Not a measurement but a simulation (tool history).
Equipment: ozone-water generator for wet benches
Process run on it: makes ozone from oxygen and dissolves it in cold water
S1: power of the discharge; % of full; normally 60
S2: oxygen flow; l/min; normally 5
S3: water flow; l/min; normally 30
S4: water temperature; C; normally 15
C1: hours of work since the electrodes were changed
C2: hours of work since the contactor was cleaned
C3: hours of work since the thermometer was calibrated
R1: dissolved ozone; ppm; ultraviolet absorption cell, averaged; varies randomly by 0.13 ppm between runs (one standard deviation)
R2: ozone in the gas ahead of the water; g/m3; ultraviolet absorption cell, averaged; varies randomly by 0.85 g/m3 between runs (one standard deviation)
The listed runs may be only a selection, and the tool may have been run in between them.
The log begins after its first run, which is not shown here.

run,hour,S1,S2,S3,S4,C1,C2,C3,R1,R2
2,119.5,60,5,30,15,1667,3576,2353,12.4,134.1
3,264.1,60,5,30,15,1793,3701,2479,12.4,132.9
4,329.2,60,5,30,15,1849,3757,2535,12.1,135
5,419.5,60,5,30,7,1927,3836,2613,12.8,134.4
6,508.9,60,5,30,7,2005,3913,2691,13.1,131.6
7,580.4,60,5,30,7,2067,3975,2753,13,131.9
8,721.9,60,5,30,15,2190,4098,2876,11.9,135
9,791.9,60,5,30,15,2250,4159,2936,12,132.5
10,933.8,60,5,30,15,2373,4282,3059,11.9,131.2
11,1019.8,60,5,30,15,2448,4356,3134,12.1,130.6
# hour 1064.8: contactor cleaned
12,1092.2,60,5,30,15,2507,24,3193,11.9,130.9
13,1180.5,60,5,30,15,2584,100,3270,12,132.4
14,1322.7,60,5,30,15,2707,224,3393,12,132.2
15,1430.7,60,5,30,15,2801,317,3487,12,129.6
16,1524.2,60,5,30,15,2882,398,3568,12,130.4
17,1665,88,4.6,34,15,3004,520,3690,12.8,168.8
18,1790.1,88,4.6,34,15,3112,629,3798,12.8,169

Run 19 has not been measured yet. What should we expect?
19,1928.6,83,4.22,30,15,3232,749,3918,?,?

Run 19 yielded R1 13.6 ppm, R2 168 g/m3.
Minus the tool's unlogged condition, the same run would have read R1 14.8 ppm, R2 181.2 g/m3.
